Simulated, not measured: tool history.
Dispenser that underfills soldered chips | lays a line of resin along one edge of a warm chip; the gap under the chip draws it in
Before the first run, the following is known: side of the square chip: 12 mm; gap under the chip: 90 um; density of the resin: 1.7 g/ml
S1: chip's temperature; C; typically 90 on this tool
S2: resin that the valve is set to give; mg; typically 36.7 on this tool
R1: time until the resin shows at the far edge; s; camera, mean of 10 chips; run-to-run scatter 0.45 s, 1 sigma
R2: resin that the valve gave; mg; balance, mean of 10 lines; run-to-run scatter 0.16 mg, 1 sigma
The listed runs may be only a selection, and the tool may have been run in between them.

{"run": 1, "hour": 0.0, "S1": 90, "S2": 36.7, "R1": 46.1, "R2": 35.87}
{"run": 2, "hour": 5.2, "S1": 90, "S2": 36.7, "R1": 61.6, "R2": 35.8}
{"run": 3, "hour": 8.5, "S1": 90, "S2": 36.7, "R1": 73.4, "R2": 35.72}
{"hour": 9.4, "done": "new syringe of resin"}
{"run": 4, "hour": 12.5, "S1": 90, "S2": 47.2, "R1": 38.7, "R2": 45.73}
{"run": 5, "hour": 15.5, "S1": 79, "S2": 47.2, "R1": 78.4, "R2": 45.65}
{"run": 6, "hour": 19.4, "S1": 78, "S2": 36.7, "R1": 103.4, "R2": 35.52}
{"run": 7, "hour": 21.8, "S1": 90, "S2": 36.7, "R1": 63.6, "R2": 35.22}
{"hour": 24.8, "done": "new syringe of resin"}
{"run": 8, "hour": 26.0, "S1": 77, "S2": 35.0, "R1": 70.9, "R2": 33.42}
{"run": 9, "hour": 28.8, "S1": 77, "S2": 35.0, "R1": 83.9, "R2": 33.61}
{"run": 10, "hour": 31.6, "S1": 98, "S2": 36.7, "R1": 34.0, "R2": 35.31}
{"run": 11, "hour": 36.8, "S1": 79, "S2": 33.8, "R1": 114.1, "R2": 32.27}
{"hour": 40.2, "done": "new syringe of resin"}
{"run": 12, "hour": 42.2, "S1": 79, "S2": 44.1, "R1": 62.5, "R2": 42.04}
{"run": 13, "hour": 44.4, "S1": 84, "S2": 34.8, "R1": 56.8, "R2": 33.08}

Each row is a separate what-if for the run after 13, all from the same tool condition, not one after another. Results?
{"run": "A", "hour": 48.9, "S1": 94, "S2": 31.9, "R1": "?", "R2": "?"}
{"run": "B", "hour": 48.9, "S1": 86, "S2": 44.0, "R1": "?", "R2": "?"}
{"run": "C", "hour": 48.9, "S1": 99, "S2": 34.3, "R1": "?", "R2": "?"}

run=A R1=44.7 R2=30.46
run=B R1=64.5 R2=42.11
run=C R1=35.4 R2=32.57
The same runs, with their run-to-run variation unchanged, on a tool lacking any hidden condition would have given:
run=A R1=27.8 R2=31.98
run=B R1=40.6 R2=44.21
run=C R1=22.1 R2=34.19
